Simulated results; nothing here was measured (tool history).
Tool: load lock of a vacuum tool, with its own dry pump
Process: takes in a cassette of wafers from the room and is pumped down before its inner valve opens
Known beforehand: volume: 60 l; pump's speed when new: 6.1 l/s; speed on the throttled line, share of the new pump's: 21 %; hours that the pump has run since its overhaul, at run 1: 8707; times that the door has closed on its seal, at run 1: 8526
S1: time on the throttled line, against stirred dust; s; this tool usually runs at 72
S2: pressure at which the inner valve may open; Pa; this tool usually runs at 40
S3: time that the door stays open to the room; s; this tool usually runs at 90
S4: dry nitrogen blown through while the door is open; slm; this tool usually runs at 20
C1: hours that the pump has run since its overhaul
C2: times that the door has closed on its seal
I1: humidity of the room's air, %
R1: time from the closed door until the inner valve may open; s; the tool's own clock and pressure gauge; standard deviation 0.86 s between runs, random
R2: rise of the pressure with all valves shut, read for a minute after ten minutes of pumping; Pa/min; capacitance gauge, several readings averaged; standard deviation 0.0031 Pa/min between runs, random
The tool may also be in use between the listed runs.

{"run": 1, "hour": 0.0, "S1": 72, "S2": 40, "S3": 90, "S4": 20, "C1": 8707, "C2": 8526, "I1": 44, "R1": 141, "R2": 0.068}
{"run": 2, "hour": 206.5, "S1": 72, "S2": 40, "S3": 90, "S4": 20, "C1": 8914, "C2": 8873, "I1": 47.2, "R1": 141.3, "R2": 0.083}
{"run": 3, "hour": 628.4, "S1": 72, "S2": 40, "S3": 90, "S4": 20, "C1": 9336, "C2": 9583, "I1": 41.4, "R1": 143.5, "R2": 0.075}
{"run": 4, "hour": 946.9, "S1": 72, "S2": 40, "S3": 90, "S4": 20, "C1": 9654, "C2": 10119, "I1": 43.1, "R1": 141.5, "R2": 0.075}
{"run": 5, "hour": 1397.4, "S1": 72, "S2": 40, "S3": 90, "S4": 13, "C1": 10105, "C2": 10876, "I1": 44, "R1": 144.3, "R2": 0.088}
{"run": 6, "hour": 1823.1, "S1": 72, "S2": 40, "S3": 90, "S4": 13, "C1": 10530, "C2": 11593, "I1": 48.2, "R1": 142.5, "R2": 0.097}
{"run": 7, "hour": 2107.5, "S1": 72, "S2": 40, "S3": 90, "S4": 13, "C1": 10815, "C2": 12071, "I1": 46.6, "R1": 142.6, "R2": 0.1}
{"run": 8, "hour": 2379.0, "S1": 72, "S2": 40, "S3": 90, "S4": 13, "C1": 11086, "C2": 12528, "I1": 40.1, "R1": 143.3, "R2": 0.096}
{"run": 9, "hour": 2692.6, "S1": 72, "S2": 56, "S3": 90, "S4": 20, "C1": 11400, "C2": 13055, "I1": 43.3, "R1": 139.3, "R2": 0.09}
{"run": 10, "hour": 3077.8, "S1": 72, "S2": 66, "S3": 90, "S4": 20, "C1": 11785, "C2": 13703, "I1": 43.6, "R1": 138.5, "R2": 0.088}
{"run": 11, "hour": 3302.8, "S1": 72, "S2": 66, "S3": 90, "S4": 20, "C1": 12010, "C2": 14081, "I1": 44.1, "R1": 139.1, "R2": 0.088}
{"run": 12, "hour": 3711.9, "S1": 72, "S2": 66, "S3": 90, "S4": 15, "C1": 12419, "C2": 14770, "I1": 42.5, "R1": 139, "R2": 0.104}
{"run": 13, "hour": 3941.4, "S1": 72, "S2": 66, "S3": 90, "S4": 15, "C1": 12649, "C2": 15155, "I1": 46.3, "R1": 139, "R2": 0.106}
{"run": 14, "hour": 4384.8, "S1": 72, "S2": 66, "S3": 90, "S4": 15, "C1": 13092, "C2": 15901, "I1": 44.9, "R1": 140.1, "R2": 0.103}
{"run": 15, "hour": 4749.6, "S1": 72, "S2": 66, "S3": 90, "S4": 15, "C1": 13457, "C2": 16515, "I1": 49.4, "R1": 140.6, "R2": 0.112}
{"run": 16, "hour": 5123.3, "S1": 48, "S2": 33, "S3": 96, "S4": 16, "C1": 13831, "C2": 17144, "I1": 43.3, "R1": 129.8, "R2": 0.107}
{"run": 17, "hour": 5419.0, "S1": 133, "S2": 45, "S3": 96, "S4": 4, "C1": 14126, "C2": 17641, "I1": 45.8, "R1": 191.1, "R2": 0.142}
{"run": 18, "hour": 5831.1, "S1": 133, "S2": 45, "S3": 96, "S4": 4, "C1": 14538, "C2": 18334, "I1": 43.8, "R1": 190.9, "R2": 0.136}
{"run": 19, "hour": 6154.1, "S1": 72, "S2": 40, "S3": 42, "S4": 31, "C1": 14861, "C2": 18877, "I1": 43.4, "R1": 146.3, "R2": 0.088}
{"run": 20, "hour": 6576.3, "S1": 72, "S2": 40, "S3": 42, "S4": 31, "C1": 15283, "C2": 19587, "I1": 45.2, "R1": 148.6, "R2": 0.091}
{"run": 21, "hour": 6889.0, "S1": 53, "S2": 31, "S3": 98, "S4": 13, "C1": 15596, "C2": 20113, "I1": 48.6, "R1": 135.9, "R2": 0.142}
{"run": 22, "hour": 7125.3, "S1": 53, "S2": 31, "S3": 98, "S4": 13, "C1": 15833, "C2": 20511, "I1": 46, "R1": 139.4, "R2": 0.127}
{"run": 23, "hour": 7401.3, "S1": 53, "S2": 31, "S3": 98, "S4": 13, "C1": 16108, "C2": 20975, "I1": 42.8, "R1": 137.9, "R2": 0.129}
{"run": 24, "hour": 7780.7, "S1": 115, "S2": 57, "S3": 117, "S4": 20, "C1": 16488, "C2": 21613, "I1": 42.7, "R1": 177.1, "R2": 0.134}
{"run": 25, "hour": 8069.3, "S1": 103, "S2": 40, "S3": 34, "S4": 20, "C1": 16777, "C2": 22099, "I1": 47.6, "R1": 170.4, "R2": 0.104}
{"run": 26, "hour": 8467.2, "S1": 128, "S2": 43, "S3": 49, "S4": 6, "C1": 17174, "C2": 22768, "I1": 44, "R1": 189.8, "R2": 0.126}
{"run": 27, "hour": 8795.2, "S1": 113, "S2": 33, "S3": 53, "S4": 6, "C1": 17502, "C2": 23320, "I1": 46.1, "R1": 182.3, "R2": 0.132}
{"run": 28, "hour": 9174.8, "S1": 72, "S2": 61, "S3": 37, "S4": 9, "C1": 17882, "C2": 23958, "I1": 42.4, "R1": 143.6, "R2": 0.121}
{"run": 29, "hour": 9374.5, "S1": 72, "S2": 72, "S3": 90, "S4": 20, "C1": 18082, "C2": 24294, "I1": 44.2, "R1": 142.9, "R2": 0.143}
{"run": 30, "hour": 9687.6, "S1": 64, "S2": 65, "S3": 135, "S4": 15, "C1": 18395, "C2": 24821, "I1": 43.5, "R1": 139, "R2": 0.163}

The logged runs with the hidden state left out (each run's random variation unchanged):
Hidden conditions of the tool in this case: pump's speed, % of a new pump's; leak at the door's seal, Pa l/s; drift of the gauge itself on ready_s, %; drift of the gauge itself on rise_pa_min, %.
run=1 R1=133.9 R2=0.051
run=2 R1=134 R2=0.064
run=3 R1=135.8 R2=0.054
run=4 R1=133.6 R2=0.052
run=5 R1=135.9 R2=0.063
run=6 R1=133.9 R2=0.071
run=7 R1=133.7 R2=0.071
run=8 R1=134.2 R2=0.066
run=9 R1=130.4 R2=0.058
run=10 R1=129.2 R2=0.054
run=11 R1=129.7 R2=0.053
run=12 R1=129.2 R2=0.067
run=13 R1=129.1 R2=0.067
run=14 R1=129.8 R2=0.061
run=15 R1=129.9 R2=0.067
run=16 R1=116.7 R2=0.06
run=17 R1=181.8 R2=0.093
run=18 R1=181.4 R2=0.084
run=19 R1=133.7 R2=0.033
run=20 R1=135.3 R2=0.034
run=21 R1=121 R2=0.08
run=22 R1=123.9 R2=0.065
run=23 R1=122.2 R2=0.065
run=24 R1=165.6 R2=0.066
run=25 R1=157.2 R2=0.035
run=26 R1=177.8 R2=0.053
run=27 R1=168.5 R2=0.055
run=28 R1=128.8 R2=0.04
run=29 R1=128.4 R2=0.061
run=30 R1=123.4 R2=0.079
